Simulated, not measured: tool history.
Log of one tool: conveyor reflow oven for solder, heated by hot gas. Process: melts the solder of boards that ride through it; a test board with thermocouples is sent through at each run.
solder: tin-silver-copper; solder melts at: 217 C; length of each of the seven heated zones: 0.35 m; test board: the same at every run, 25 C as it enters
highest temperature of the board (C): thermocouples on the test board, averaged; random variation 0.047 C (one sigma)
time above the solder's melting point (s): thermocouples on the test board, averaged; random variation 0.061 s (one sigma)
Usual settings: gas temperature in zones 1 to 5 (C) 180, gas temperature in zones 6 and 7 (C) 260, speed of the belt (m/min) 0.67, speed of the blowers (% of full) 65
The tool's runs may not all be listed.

| run | day | gas temperature in zones 1 to 5 (C) | gas temperature in zones 6 and 7 (C) | speed of the belt (m/min) | speed of the blowers (% of full) | highest temperature of the board (C) | time above the solder's melting point (s) |
|---|---|---|---|---|---|---|---|
| 1 | 0 | 180 | 260 | 0.67 | 65 | 247.89 | 47.04 |
|  | 0.562 | flux residue cleaned out of gas plates and filters |
| 2 | 1.9 | 180 | 260 | 0.67 | 65 | 248.42 | 47.48 |
| 3 | 4.462 | 180 | 260 | 0.67 | 65 | 248.26 | 47.44 |
| 4 | 7.158 | 180 | 260 | 0.67 | 83 | 251.59 | 50.38 |
| 5 | 9.221 | 180 | 260 | 0.67 | 83 | 251.53 | 50.39 |
| 6 | 10.75 | 180 | 260 | 0.67 | 83 | 251.46 | 50.4 |
| 7 | 13.554 | 180 | 260 | 0.67 | 83 | 251.43 | 50.17 |
| 8 | 15.104 | 180 | 260 | 0.67 | 65 | 248.11 | 47.44 |
| 9 | 17.142 | 180 | 260 | 0.67 | 65 | 248.19 | 47.21 |
| 10 | 18.8 | 180 | 260 | 0.67 | 65 | 248.11 | 47.33 |
|  | 19.867 | flux residue cleaned out of gas plates and filters |
| 11 | 21.125 | 180 | 264 | 0.612 | 82 | 257.22 | 58.73 |
| 12 | 23.4 | 177 | 258 | 0.747 | 76 | 245.85 | 40.11 |
| 13 | 25.279 | 191 | 271 | 0.771 | 74 | 258.16 | 48.78 |
| 14 | 27.283 | 183 | 267 | 0.754 | 83 | 255.68 | 46.82 |
| 15 | 30.008 | 183 | 267 | 0.754 | 83 | 255.61 | 46.75 |
| 16 | 32.071 | 183 | 267 | 0.754 | 83 | 255.52 | 46.72 |
| 17 | 34.238 | 194 | 263 | 0.687 | 80 | 255.14 | 55.43 |
| 18 | 35.696 | 180 | 256 | 0.67 | 63 | 244.33 | 44.81 |
| 19 | 38.538 | 180 | 256 | 0.67 | 63 | 244.34 | 44.63 |
|  | 39.246 | flux residue cleaned out of gas plates and filters |
|  | 40.288 | belt drive overhauled, speed set with a stopwatch |
| 20 | 41.267 | 189 | 267 | 0.55 | 83 | 262.82 | 70.53 |

3 ways to go on from here, each from the tool as it stands after run 20. What would each give?
|  | 42.929 | thermocouples of zones 6 and 7 changed |
| A | 42.971 | 166 | 257 | 0.67 | 63 | ? | ? |
|  | 42.929 | thermocouples of zones 6 and 7 changed |
| B | 42.971 | 187 | 260 | 0.653 | 65 | ? | ? |
|  | 42.929 | thermocouples of zones 6 and 7 changed |
| C | 42.971 | 184 | 249 | 0.55 | 79 | ? | ? |

| run | highest temperature of the board (C) | time above the solder's melting point (s) |
|---|---|---|
| A | 242.14 | 38.19 |
| B | 249.19 | 51.43 |
| C | 243.81 | 59.13 |
Without the tool's hidden state the same runs would have given:
| run | highest temperature of the board (C) | time above the solder's melting point (s) |
|---|---|---|
| A | 242.57 | 38.59 |
| B | 249.58 | 51.72 |
| C | 244.18 | 59.47 |

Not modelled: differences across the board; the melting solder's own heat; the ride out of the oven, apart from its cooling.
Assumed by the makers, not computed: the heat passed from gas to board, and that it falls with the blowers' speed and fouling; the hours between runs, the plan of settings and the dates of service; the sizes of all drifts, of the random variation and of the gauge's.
